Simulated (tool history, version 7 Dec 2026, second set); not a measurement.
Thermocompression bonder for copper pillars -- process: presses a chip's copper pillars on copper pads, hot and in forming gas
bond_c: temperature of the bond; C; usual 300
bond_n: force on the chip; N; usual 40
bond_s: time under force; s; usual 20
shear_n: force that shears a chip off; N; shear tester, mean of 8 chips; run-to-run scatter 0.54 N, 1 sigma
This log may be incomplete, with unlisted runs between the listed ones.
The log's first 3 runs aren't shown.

run   hour  bond_c  bond_n  bond_s  hours of work since the heater was calibrated  hours of work since the force cell was calibrated  hours of work since the gas filter was changed  shear_n
  4  108.3     300      40      10                                           1071                                               1264                                             112     54.1
  5  129.1     300      40      10                                           1084                                               1277                                             125       54
  6  169.3     300      40      10                                           1109                                               1302                                             150     54.1
     179.2  -- forming gas filter changed
     201.2  -- force cell calibrated
  7  213.7     300      40      10                                           1135                                                  8                                              20     53.1
  8  258.2     300      40      12                                           1163                                                 35                                              48     55.5
  9    289     300      40      12                                           1182                                                 55                                              67     54.4
 10  315.3     300      40      12                                           1198                                                 71                                              84     55.1
 11  354.2     300      40      53                                           1223                                                 95                                             108     83.8
 12  392.1     300      40      53                                           1246                                                119                                             131       83
 13  410.8     300      40      53                                           1258                                                130                                             143     83.7
 14    430     300      40      53                                           1270                                                142                                             155     82.5
     434.2  -- forming gas filter changed
 15  471.1     300      40      20                                           1295                                                167                                              23     66.2
 16  499.6     300      40      20                                           1313                                                185                                              41     66.8
 17  536.9     300      40      20                                           1336                                                208                                              64     65.5
 18  557.3     300      40      20                                           1348                                                221                                              76     65.5
 19  597.7     320      40      20                                           1373                                                246                                             101     75.7
 20  627.9     300      50      20                                           1392                                                265                                             120     73.6
 21  646.1     301      50      13                                           1404                                                276                                             132     65.9
 22  676.4     301      50      13                                           1422                                                295                                             150     65.3
     681.5  -- heater calibrated with a thermocouple chip
     689.1  -- forming gas filter changed
 23  719.4     293      32      17                                             23                                                320                                              19     48.3
 24  748.8     300      27      54                                             41                                                338                                              37     66.5
 25  772.2     300      31      35                                             56                                                353                                              52     63.9
 26  817.4     318      40      15                                             84                                                381                                              80     67.7
 27  853.5     314      40      11                                            106                                                403                                             102     59.3

Forecast run 28:
     859.7  -- heater calibrated with a thermocouple chip, once more
 28  882.5     314      40      11                                             14                                                420                                             119        ?

{"run 28": {"shear_n": 63.9}}
Minus the tool's unlogged condition, the same run would have read shear_n 66.3 N.
